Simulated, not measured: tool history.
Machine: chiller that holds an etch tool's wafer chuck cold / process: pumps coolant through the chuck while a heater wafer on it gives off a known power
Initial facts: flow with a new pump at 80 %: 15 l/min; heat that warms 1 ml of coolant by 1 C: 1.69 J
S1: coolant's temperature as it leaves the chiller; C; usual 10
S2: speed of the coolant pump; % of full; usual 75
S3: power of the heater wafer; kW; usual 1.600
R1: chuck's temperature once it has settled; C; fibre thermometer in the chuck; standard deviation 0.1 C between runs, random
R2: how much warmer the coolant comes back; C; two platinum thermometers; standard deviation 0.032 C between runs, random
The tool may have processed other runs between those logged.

Run 1, hour 0.0: usual settings. Result: R1 22.0 C, R2 4.41 C.
Run 2, hour 42.7: usual settings. Result: R1 22.0 C, R2 4.46 C.
Run 3, hour 93.6: usual settings. Result: R1 22.0 C, R2 4.42 C.
Run 4, hour 161.6: usual settings but S2 90 % of full. Result: R1 20.4 C, R2 3.62 C.
Run 5, hour 226.6: usual settings but S3 1.868 kW. Result: R1 24.2 C, R2 5.17 C.
Run 6, hour 262.0: usual settings but S3 1.868 kW. Result: R1 24.2 C, R2 5.11 C.
Run 7, hour 321.5: usual settings. Result: R1 22.3 C, R2 4.38 C.
Run 8, hour 356.5: usual settings. Result: R1 22.2 C, R2 4.46 C.
Run 9, hour 390.9: usual settings. Result: R1 22.2 C, R2 4.41 C.
Run 10, hour 420.9: usual settings but S3 1.012 kW. Result: R1 17.8 C, R2 2.81 C.
Run 11, hour 472.0: usual settings but S3 1.012 kW. Result: R1 17.8 C, R2 2.85 C.
Run 12, hour 501.6: usual settings but S1 18 C. Result: R1 30.2 C, R2 4.47 C.
Run 13, hour 537.1: usual settings but S1 1 C. Result: R1 13.5 C, R2 4.48 C.
Run 14, hour 571.0: usual settings but S1 1 C. Result: R1 13.5 C, R2 4.43 C.
Run 15, hour 613.5: usual settings but S1 1 C. Result: R1 13.4 C, R2 4.50 C.
Run 16, hour 665.3: usual settings but S1 1 C. Result: R1 13.5 C, R2 4.49 C.
Run 17, hour 713.7: usual settings but S1 0 C, S3 1.796 kW. Result: R1 14.0 C, R2 5.09 C.
Run 18, hour 741.9: usual settings but S2 95 % of full. Result: R1 20.2 C, R2 3.43 C.
Run 19, hour 800.4: usual settings but S2 63 % of full, S3 0.859 kW. Result: R1 17.7 C, R2 2.93 C.
Run 20, hour 838.0: usual settings but S2 79 % of full, S3 0.859 kW. Result: R1 16.3 C, R2 2.30 C.
Run 21, hour 885.2: usual settings but S1 5 C, S2 79 % of full, S3 0.859 kW. Result: R1 11.2 C, R2 2.32 C.
Run 22, hour 954.5: usual settings but S1 0 C, S2 88 % of full, S3 1.156 kW. Result: R1 7.9 C, R2 2.77 C.
Run 23, hour 1001.5: usual settings but S1 0 C, S2 88 % of full, S3 1.156 kW. Result: R1 7.9 C, R2 2.75 C.
Run 24, hour 1052.0: usual settings but S1 14 C, S2 74 % of full, S3 2.269 kW. Result: R1 32.3 C, R2 6.61 C.
Run 25, hour 1099.1: usual settings but S1 14 C, S2 74 % of full, S3 2.269 kW. Result: R1 32.3 C, R2 6.60 C.
Run 26, hour 1154.0: usual settings but S1 14 C, S2 74 % of full, S3 2.269 kW. Result: R1 32.5 C, R2 6.63 C.
Run 27, hour 1188.7: usual settings but S1 13 C, S2 98 % of full, S3 1.249 kW. Result: R1 20.7 C, R2 2.67 C.
Run 28, hour 1218.3: usual settings but S1 13 C, S2 98 % of full, S3 1.249 kW. Result: R1 20.8 C, R2 2.68 C.
Run 29, hour 1279.7: usual settings but S1 6 C. Result: R1 18.8 C, R2 4.68 C.
Run 30, hour 1330.9: usual settings but S2 91 % of full, S3 0.887 kW. Result: R1 15.7 C, R2 2.10 C.
Run 31, hour 1362.8: usual settings but S2 91 % of full, S3 0.887 kW. Result: R1 15.9 C, R2 2.09 C.

Pick out some run-to-run changes in R1. Of each, how much would a tool without hidden state show as well, from the settings, what came in and chance, and how much is left for the hidden state and any gauge scatter not in both results compared?
Unlogged tool condition in this case: heat passed by the chuck's channels, % of clean ones'; flow at a given pump speed, % of a new pump's; coolant's true temperature over the reading, C; drift of the gauge itself on chuck_c, C; drift of the gauge itself on warmer_back_c, C.
Run 11 -> 12: S1 10 -> 18, S3 1.012 -> 1.600. R1 +12.4 C: hidden state +0.6, all else +11.8.
Run 12 -> 13: S1 18 -> 1. R1 -16.7 C: hidden state +0.1, all else -16.8.
Run 23 -> 24: S1 0 -> 14, S2 88 -> 74, S3 1.156 -> 2.269. R1 +24.4 C: hidden state +1.8, all else +22.6.
Run 26 -> 27: S1 14 -> 13, S2 74 -> 98, S3 2.269 -> 1.249. R1 -11.8 C: hidden state -1.9, all else -9.9.
Run 29 -> 30: S1 6 -> 10, S2 75 -> 91, S3 1.600 -> 0.887. R1 -3.1 C: hidden state -1.3, all else -1.8.
